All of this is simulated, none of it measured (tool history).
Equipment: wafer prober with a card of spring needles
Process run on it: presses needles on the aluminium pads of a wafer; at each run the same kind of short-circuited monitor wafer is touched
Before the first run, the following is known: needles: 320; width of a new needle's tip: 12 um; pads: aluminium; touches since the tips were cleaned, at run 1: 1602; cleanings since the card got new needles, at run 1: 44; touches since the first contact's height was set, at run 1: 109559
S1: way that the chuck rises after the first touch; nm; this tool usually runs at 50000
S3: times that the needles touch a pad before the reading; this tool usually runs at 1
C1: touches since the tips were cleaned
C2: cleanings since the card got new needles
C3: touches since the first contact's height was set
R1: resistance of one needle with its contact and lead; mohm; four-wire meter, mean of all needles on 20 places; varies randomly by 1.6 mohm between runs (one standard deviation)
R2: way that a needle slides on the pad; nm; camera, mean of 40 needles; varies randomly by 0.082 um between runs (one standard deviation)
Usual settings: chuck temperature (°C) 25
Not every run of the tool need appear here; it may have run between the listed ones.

run 1 hour=0 | S1=50000 chuck_temperature_(°C)=25 S3=1 | C1=1602 C2=44 C3=109559 | R1=157 R2=9580
-- hour=1.1 tips cleaned on abrasive film
-- hour=6 tips cleaned on abrasive film
-- hour=11 tips cleaned on abrasive film
-- hour=15 tips cleaned on abrasive film
-- hour=19.9 tips cleaned on abrasive film
-- hour=24.9 tips cleaned on abrasive film
run 2 hour=25.1 | S1=50000 chuck_temperature_(°C)=25 S3=1 | C1=105 C2=50 C3=122540 | R1=159 R2=9750
-- hour=29.1 tips cleaned on abrasive film
-- hour=33.1 tips cleaned on abrasive film
-- hour=38 tips cleaned on abrasive film
run 3 hour=39.9 | S1=50000 chuck_temperature_(°C)=25 S3=1 | C1=981 C2=53 C3=130222 | R1=157 R2=9830
-- hour=42.9 tips cleaned on abrasive film
-- hour=47.8 tips cleaned on abrasive film
-- hour=52 height of the first contact set anew
-- hour=53.1 tips cleaned on abrasive film
run 4 hour=53.6 | S1=50000 chuck_temperature_(°C)=25 S3=1 | C1=258 C2=56 C3=774 | R1=159 R2=9840
-- hour=57.6 tips cleaned on abrasive film
-- hour=61.6 tips cleaned on abrasive film
-- hour=66.5 tips cleaned on abrasive film
-- hour=71.5 tips cleaned on abrasive film
-- hour=75.5 tips cleaned on abrasive film
run 5 hour=78.4 | S1=50000 chuck_temperature_(°C)=25 S3=1 | C1=1547 C2=61 C3=13659 | R1=156 R2=9880
-- hour=79.6 tips cleaned on abrasive film
-- hour=84.5 tips cleaned on abrasive film
-- hour=88.5 tips cleaned on abrasive film
-- hour=93.5 tips cleaned on abrasive film
-- hour=98.4 tips cleaned on abrasive film
run 6 hour=100.1 | S1=50000 chuck_temperature_(°C)=25 S3=1 | C1=899 C2=66 C3=24906 | R1=160 R2=9890
-- hour=103.1 tips cleaned on abrasive film
-- hour=108.1 tips cleaned on abrasive film
-- hour=113 tips cleaned on abrasive film
-- hour=118 tips cleaned on abrasive film
-- hour=123 tips cleaned on abrasive film
-- hour=127 tips cleaned on abrasive film
run 7 hour=127.3 | S1=50000 chuck_temperature_(°C)=30 S3=1 | C1=205 C2=72 C3=39025 | R1=159 R2=9840
-- hour=131.3 tips cleaned on abrasive film
-- hour=135.3 tips cleaned on abrasive film
-- hour=140.3 tips cleaned on abrasive film
run 8 hour=142.5 | S1=50000 chuck_temperature_(°C)=30 S3=1 | C1=1189 C2=75 C3=46913 | R1=158 R2=9600
-- hour=144.6 tips cleaned on abrasive film
-- hour=149.5 tips cleaned on abrasive film
-- hour=153.5 tips cleaned on abrasive film
run 9 hour=156.1 | S1=35000 chuck_temperature_(°C)=25 S3=1 | C1=1392 C2=78 C3=53975 | R1=165 R2=6970
-- hour=158.2 tips cleaned on abrasive film
-- hour=163.1 tips cleaned on abrasive film
-- hour=168.1 tips cleaned on abrasive film
-- hour=172.4 tips cleaned on abrasive film
run 10 hour=172.4 | S1=35000 chuck_temperature_(°C)=25 S3=1 | C1=0 C2=82 C3=62391 | R1=168 R2=6840
-- hour=177.4 tips cleaned on abrasive film
-- hour=182.3 tips cleaned on abrasive film
-- hour=187.3 tips cleaned on abrasive film
-- hour=192.3 tips cleaned on abrasive film
run 11 hour=195.3 | S1=50000 chuck_temperature_(°C)=25 S3=1 | C1=1607 C2=86 C3=74304 | R1=160 R2=9710
-- hour=196.4 tips cleaned on abrasive film
-- hour=201.3 tips cleaned on abrasive film
-- hour=206.3 tips cleaned on abrasive film
run 12 hour=208.2 | S1=50000 chuck_temperature_(°C)=25 S3=1 | C1=1006 C2=89 C3=80978 | R1=161 R2=9820
-- hour=211.2 tips cleaned on abrasive film
-- hour=215.2 tips cleaned on abrasive film
-- hour=220.1 tips cleaned on abrasive film
-- hour=225.1 tips cleaned on abrasive film
-- hour=230.1 tips cleaned on abrasive film
-- hour=235 tips cleaned on abrasive film
run 13 hour=236.5 | S1=50000 chuck_temperature_(°C)=25 S3=1 | C1=767 C2=95 C3=95658 | R1=158 R2=9870
-- hour=239.5 tips cleaned on abrasive film
-- hour=244.4 tips cleaned on abrasive film
-- hour=249.4 tips cleaned on abrasive film
-- hour=254.2 tips cleaned on abrasive film
run 14 hour=254.2 | S1=50000 chuck_temperature_(°C)=25 S3=1 | C1=0 C2=99 C3=104842 | R1=156 R2=9920
-- hour=259.1 tips cleaned on abrasive film
-- hour=263.1 tips cleaned on abrasive film
-- hour=267.1 tips cleaned on abrasive film
-- hour=272.1 tips cleaned on abrasive film
-- hour=277 tips cleaned on abrasive film
-- hour=281.3 tips cleaned on abrasive film
run 15 hour=281.3 | S1=50000 chuck_temperature_(°C)=25 S3=1 | C1=0 C2=105 C3=118886 | R1=158 R2=9670
-- hour=285.3 tips cleaned on abrasive film
-- hour=290.2 tips cleaned on abrasive film
-- hour=295.2 tips cleaned on abrasive film
run 16 hour=298 | S1=50000 chuck_temperature_(°C)=25 S3=1 | C1=1489 C2=108 C3=127590 | R1=156 R2=9820
-- hour=300 tips cleaned on abrasive film
-- hour=305 tips cleaned on abrasive film
-- hour=310 tips cleaned on abrasive film
-- hour=314.9 tips cleaned on abrasive film
-- hour=315.2 height of the first contact set anew
-- hour=320.2 tips cleaned on abrasive film
-- hour=324.3 tips cleaned on abrasive film
run 17 hour=324.3 | S1=54000 chuck_temperature_(°C)=39 S3=2 | C1=0 C2=114 C3=4711 | R1=160 R2=10540
-- hour=329.3 tips cleaned on abrasive film
-- hour=334.2 tips cleaned on abrasive film
-- hour=339.2 tips cleaned on abrasive film
run 18 hour=341.5 | S1=54000 chuck_temperature_(°C)=39 S3=2 | C1=1250 C2=117 C3=13689 | R1=157 R2=10610
-- hour=343.6 tips cleaned on abrasive film
-- hour=348.5 tips cleaned on abrasive film
-- hour=353.5 tips cleaned on abrasive film
-- hour=358.5 tips cleaned on abrasive film
-- hour=363.4 tips cleaned on abrasive film
-- hour=368.4 tips cleaned on abrasive film
run 19 hour=369.6 | S1=54000 chuck_temperature_(°C)=100 S3=2 | C1=649 C2=123 C3=28254 | R1=168 R2=10510
-- hour=372.6 tips cleaned on abrasive film
-- hour=377.6 tips cleaned on abrasive film
-- hour=382.5 tips cleaned on abrasive film
run 20 hour=385.3 | S1=32000 chuck_temperature_(°C)=61 S3=1 | C1=1472 C2=126 C3=36425 | R1=176 R2=6290
-- hour=387.4 tips cleaned on abrasive film
-- hour=392.3 tips cleaned on abrasive film
-- hour=396.3 tips cleaned on abrasive film
run 21 hour=399.8 | S1=32000 chuck_temperature_(°C)=78 S3=2 | C1=1852 C2=129 C3=43946 | R1=177 R2=6310
-- hour=400.9 tips cleaned on abrasive film
-- hour=404.9 tips cleaned on abrasive film
-- hour=409.8 tips cleaned on abrasive film
-- hour=413.8 tips cleaned on abrasive film
-- hour=418.8 tips cleaned on abrasive film
run 22 hour=420.2 | S1=69000 chuck_temperature_(°C)=28 S3=3 | C1=764 C2=134 C3=54501 | R1=151 R2=13680
-- hour=423.2 tips cleaned on abrasive film
-- hour=427.2 tips cleaned on abrasive film
-- hour=432.2 tips cleaned on abrasive film
run 23 hour=435.9 | S1=70000 chuck_temperature_(°C)=112 S3=1 | C1=1982 C2=137 C3=62667 | R1=166 R2=13820
-- hour=437 tips cleaned on abrasive film
-- hour=441 tips cleaned on abrasive film
-- hour=445.9 tips cleaned on abrasive film
-- hour=450.9 tips cleaned on abrasive film
run 24 hour=451.7 | S1=70000 chuck_temperature_(°C)=112 S3=1 | C1=446 C2=141 C3=70843 | R1=168 R2=13780
-- hour=455.7 tips cleaned on abrasive film
-- hour=460.7 tips cleaned on abrasive film
-- hour=465.6 tips cleaned on abrasive film
-- hour=470.6 tips cleaned on abrasive film
-- hour=474.7 tips cleaned on abrasive film
run 25 hour=474.7 | S1=70000 chuck_temperature_(°C)=112 S3=1 | C1=0 C2=146 C3=82755 | R1=170 R2=13700
-- hour=479.7 tips cleaned on abrasive film
-- hour=484.6 tips cleaned on abrasive film
-- hour=489.6 tips cleaned on abrasive film
run 26 hour=491.7 | S1=70000 chuck_temperature_(°C)=52 S3=1 | C1=1144 C2=149 C3=91628 | R1=158 R2=13750

Each row is a separate what-if for the run after 26, all from the same tool condition, not one after another. Results?
-- hour=493.8 tips cleaned on abrasive film
-- hour=497.8 tips cleaned on abrasive film
-- hour=502.7 tips cleaned on abrasive film
run A hour=503.9 | S1=47000 chuck_temperature_(°C)=28 S3=1 | C1=649 C2=152 C3=97945 | R1=? R2=?
-- hour=493.8 tips cleaned on abrasive film
-- hour=497.8 tips cleaned on abrasive film
-- hour=502.7 tips cleaned on abrasive film
run B hour=503.9 | S1=70000 chuck_temperature_(°C)=70 S3=1 | C1=649 C2=152 C3=97945 | R1=? R2=?
-- hour=493.8 tips cleaned on abrasive film
-- hour=497.8 tips cleaned on abrasive film
-- hour=502.7 tips cleaned on abrasive film
run C hour=503.9 | S1=33000 chuck_temperature_(°C)=76 S3=2 | C1=649 C2=152 C3=97945 | R1=? R2=?
-- hour=493.8 tips cleaned on abrasive film
-- hour=497.8 tips cleaned on abrasive film
-- hour=502.7 tips cleaned on abrasive film
run D hour=503.9 | S1=50000 chuck_temperature_(°C)=120 S3=1 | C1=649 C2=152 C3=97945 | R1=? R2=?

run=A R1=158 R2=9390
run=B R1=161 R2=13590
run=C R1=180 R2=6510
run=D R1=181 R2=9760
With the hidden condition removed and each run's random variation left untouched, the same runs would have given:
run=A R1=158 R2=9390
run=B R1=160 R2=13590
run=C R1=179 R2=6510
run=D R1=180 R2=9760

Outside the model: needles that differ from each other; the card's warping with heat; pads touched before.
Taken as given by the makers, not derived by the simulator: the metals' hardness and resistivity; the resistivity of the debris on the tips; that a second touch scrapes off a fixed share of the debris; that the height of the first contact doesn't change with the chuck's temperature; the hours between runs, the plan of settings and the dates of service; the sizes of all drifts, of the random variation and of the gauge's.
